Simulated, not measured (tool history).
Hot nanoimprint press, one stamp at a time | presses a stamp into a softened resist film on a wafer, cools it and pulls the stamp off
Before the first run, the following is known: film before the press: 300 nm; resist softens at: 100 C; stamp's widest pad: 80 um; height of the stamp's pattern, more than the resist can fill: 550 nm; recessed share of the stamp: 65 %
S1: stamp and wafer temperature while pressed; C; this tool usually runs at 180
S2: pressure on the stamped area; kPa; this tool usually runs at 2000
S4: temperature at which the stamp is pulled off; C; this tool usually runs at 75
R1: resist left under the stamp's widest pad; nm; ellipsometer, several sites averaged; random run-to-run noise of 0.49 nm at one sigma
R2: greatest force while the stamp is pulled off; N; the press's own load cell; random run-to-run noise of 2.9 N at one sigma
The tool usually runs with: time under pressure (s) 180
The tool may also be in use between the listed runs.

Run 1, hour 0.0: usual settings. Result: R1 117.3 nm, R2 181 N.
Run 2, hour 20.6: usual settings. Result: R1 117.8 nm, R2 179 N.
At hour 38.6: stamp cleaned and given a new release coat.
Run 3, hour 43.0: usual settings. Result: R1 116.8 nm, R2 143 N.
Run 4, hour 62.1: usual settings. Result: R1 118.4 nm, R2 140 N.
Run 5, hour 82.0: usual settings but S1 173 C. Result: R1 147.6 nm, R2 145 N.
Run 6, hour 99.4: usual settings but S1 173 C. Result: R1 146.9 nm, R2 148 N.
Run 7, hour 120.9: usual settings but time under pressure (s) 344, S4 62 C. Result: R1 89.6 nm, R2 162 N.
Run 8, hour 142.4: usual settings but S1 189 C, S2 1410 kPa, time under pressure (s) 182, S4 70 C. Result: R1 106.1 nm, R2 154 N.
At hour 146.3: plate thermocouple calibrated.
Run 9, hour 156.6: usual settings but S1 189 C, S2 1410 kPa, time under pressure (s) 336, S4 70 C. Result: R1 81.9 nm, R2 160 N.
Run 10, hour 167.3: usual settings but S1 168 C, S2 2820 kPa, time under pressure (s) 139, S4 70 C. Result: R1 166.3 nm, R2 162 N.
Run 11, hour 185.4: usual settings but S1 168 C, S2 2170 kPa, time under pressure (s) 139, S4 69 C. Result: R1 180.4 nm, R2 167 N.
At hour 198.7: plate thermocouple calibrated, once more.
Run 12, hour 200.2: usual settings but S1 185 C, S2 1830 kPa, time under pressure (s) 313. Result: R1 82.3 nm, R2 156 N.

What if the next run were any one of these 5? Each begins from the tool's condition after run 12:
Run A, hour 214.8: usual settings but S1 189 C, S2 2720 kPa. Result: R1 ?, R2 ?.
Run B, hour 214.8: usual settings but S1 181 C, S2 1830 kPa, time under pressure (s) 120, S4 76 C. Result: R1 ?, R2 ?.
Run C, hour 214.8: usual settings but S2 3110 kPa, time under pressure (s) 313, S4 81 C. Result: R1 ?, R2 ?.
Run D, hour 214.8: usual settings but S1 190 C, S2 1370 kPa. Result: R1 ?, R2 ?.
Run E, hour 214.8: usual settings but S2 3110 kPa, S4 63 C. Result: R1 ?, R2 ?.

run     R1   R2
  A   76.8  167
  B  137.4  158
  C   74.6  161
  D  102.1  163
  E   95.2  178
The same runs, with their run-to-run variation unchanged, on a tool lacking any hidden condition would have given:
run     R1   R2
  A   76.6  143
  B  137.5  135
  C   74.4  138
  D  102.2  140
  E   95.0  152

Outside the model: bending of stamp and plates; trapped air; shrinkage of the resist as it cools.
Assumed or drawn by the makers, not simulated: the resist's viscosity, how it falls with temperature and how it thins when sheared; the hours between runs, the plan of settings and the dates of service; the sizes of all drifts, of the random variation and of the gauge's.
